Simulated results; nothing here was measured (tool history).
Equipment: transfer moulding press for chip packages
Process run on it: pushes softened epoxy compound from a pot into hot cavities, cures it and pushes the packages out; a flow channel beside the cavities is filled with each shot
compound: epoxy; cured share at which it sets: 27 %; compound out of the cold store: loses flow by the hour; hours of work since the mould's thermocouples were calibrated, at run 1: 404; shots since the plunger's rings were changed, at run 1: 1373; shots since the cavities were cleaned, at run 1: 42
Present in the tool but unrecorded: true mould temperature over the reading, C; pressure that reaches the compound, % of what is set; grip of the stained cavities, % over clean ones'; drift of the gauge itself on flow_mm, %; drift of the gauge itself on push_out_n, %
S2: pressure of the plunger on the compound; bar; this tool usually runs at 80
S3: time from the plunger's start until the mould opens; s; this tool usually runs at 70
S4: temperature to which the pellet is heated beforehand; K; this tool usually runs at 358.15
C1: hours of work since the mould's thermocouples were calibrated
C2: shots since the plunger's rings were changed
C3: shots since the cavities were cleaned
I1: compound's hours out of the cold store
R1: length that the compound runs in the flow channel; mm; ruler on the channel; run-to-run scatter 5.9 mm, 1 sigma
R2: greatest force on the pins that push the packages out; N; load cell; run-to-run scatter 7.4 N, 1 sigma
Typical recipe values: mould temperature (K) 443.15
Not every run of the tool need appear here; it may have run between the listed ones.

run 1 hour=0 | mould_temperature_(K)=443.15 S2=80 S3=70 S4=358.15 | C1=404 C2=1373 C3=42 | I1=43.9 | R1=566 R2=317
run 2 hour=31.3 | mould_temperature_(K)=443.15 S2=80 S3=70 S4=358.15 | C1=420 C2=1752 C3=421 | I1=38.8 | R1=573 R2=406
run 3 hour=56.2 | mould_temperature_(K)=443.15 S2=80 S3=70 S4=354.15 | C1=433 C2=2053 C3=722 | I1=38.9 | R1=559 R2=482
-- hour=86.8 cavities cleaned with cleaning compound and waxed
run 4 hour=90.2 | mould_temperature_(K)=443.15 S2=80 S3=70 S4=354.15 | C1=449 C2=2447 C3=41 | I1=34.6 | R1=561 R2=592
run 5 hour=109.7 | mould_temperature_(K)=443.15 S2=80 S3=70 S4=354.15 | C1=459 C2=2683 C3=277 | I1=32.7 | R1=564 R2=578
run 6 hour=130.1 | mould_temperature_(K)=443.15 S2=80 S3=70 S4=358.15 | C1=470 C2=2931 C3=525 | I1=47.5 | R1=536 R2=544
-- hour=148.6 cavities cleaned with cleaning compound and waxed, once more
run 7 hour=156.2 | mould_temperature_(K)=443.15 S2=80 S3=70 S4=359.15 | C1=482 C2=3228 C3=92 | I1=14.5 | R1=604 R2=333
run 8 hour=187.9 | mould_temperature_(K)=443.15 S2=80 S3=70 S4=359.15 | C1=498 C2=3612 C3=476 | I1=28.1 | R1=563 R2=426
run 9 hour=209.2 | mould_temperature_(K)=443.15 S2=80 S3=70 S4=359.15 | C1=509 C2=3870 C3=734 | I1=34.1 | R1=557 R2=463
-- hour=235 plunger's sealing rings changed
run 10 hour=238.5 | mould_temperature_(K)=443.15 S2=80 S3=70 S4=350.15 | C1=523 C2=42 C3=1058 | I1=22.7 | R1=617 R2=524
-- hour=242.9 cavities cleaned with cleaning compound and waxed
run 11 hour=265.1 | mould_temperature_(K)=443.15 S2=80 S3=70 S4=350.15 | C1=535 C2=346 C3=268 | I1=35.7 | R1=583 R2=369
run 12 hour=283.1 | mould_temperature_(K)=443.15 S2=80 S3=70 S4=358.15 | C1=544 C2=564 C3=486 | I1=9.8 | R1=644 R2=423
run 13 hour=297.4 | mould_temperature_(K)=443.15 S2=80 S3=70 S4=360.15 | C1=552 C2=738 C3=660 | I1=14.9 | R1=628 R2=435
run 14 hour=312.8 | mould_temperature_(K)=443.15 S2=80 S3=70 S4=358.15 | C1=560 C2=924 C3=846 | I1=10.1 | R1=629 R2=496
-- hour=335 cavities cleaned with cleaning compound and waxed
run 15 hour=343.8 | mould_temperature_(K)=442.15 S2=80 S3=70 S4=358.15 | C1=575 C2=1281 C3=106 | I1=41.8 | R1=562 R2=337

What will run 16 give?
run 16 hour=360.2 | mould_temperature_(K)=439.15 S2=80 S3=70 S4=349.15 | C1=583 C2=1480 C3=305 | I1=11 | R1=? R2=?

{"run 16": {"R1": 647, "R2": 556}}
Had the tool carried no hidden state, the very same run would have given R1 668 mm, R2 451 N.
